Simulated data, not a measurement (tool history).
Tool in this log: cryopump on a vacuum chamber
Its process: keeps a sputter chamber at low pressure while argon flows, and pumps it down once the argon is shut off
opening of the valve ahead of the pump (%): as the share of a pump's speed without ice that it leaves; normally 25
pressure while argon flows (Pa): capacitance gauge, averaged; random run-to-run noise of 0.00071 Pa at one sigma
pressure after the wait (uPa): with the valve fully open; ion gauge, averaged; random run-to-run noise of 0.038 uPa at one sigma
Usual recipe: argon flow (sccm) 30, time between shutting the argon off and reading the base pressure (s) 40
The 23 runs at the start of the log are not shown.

run	hour	argon flow (sccm)	time between shutting the argon off and reading the base pressure (s)	opening of the valve ahead of the pump (%)	pressure while argon flows (Pa)	pressure after the wait (uPa)
24	1880.8	13	231	36	0.0418	1.09
25	1942.7	13	231	36	0.0431	1.13
26	2039.6	21	300	38	0.0661	1.08
27	2129.4	15	50	57	0.0343	2.47
# hour 2156.4: pump warmed up, emptied and cooled again
28	2191.1	29	40	53	0.0578	2.67
29	2294.6	59	51	15	0.4115	2.26
30	2347.7	59	51	15	0.4136	2.21
31	2397.5	33	87	26	0.1341	1.67
32	2508.1	33	225	17	0.2051	1.11
33	2556	33	225	17	0.2054	1.12

Predict each of these 3 candidate next runs independently; none follows another, all start after run 33:
A	2660.3	22	225	17	?	?
B	2660.3	34	33	50	?	?
C	2660.3	33	296	42	?	?

run	pressure while argon flows (Pa)	pressure after the wait (uPa)
A	0.1371	1.12
B	0.0759	3.16
C	0.0852	1.08
Take away the tool's hidden state, keep each run's random variation, and the runs would have read:
run	pressure while argon flows (Pa)	pressure after the wait (uPa)
A	0.1338	0.52
B	0.0708	2.56
C	0.0803	0.48

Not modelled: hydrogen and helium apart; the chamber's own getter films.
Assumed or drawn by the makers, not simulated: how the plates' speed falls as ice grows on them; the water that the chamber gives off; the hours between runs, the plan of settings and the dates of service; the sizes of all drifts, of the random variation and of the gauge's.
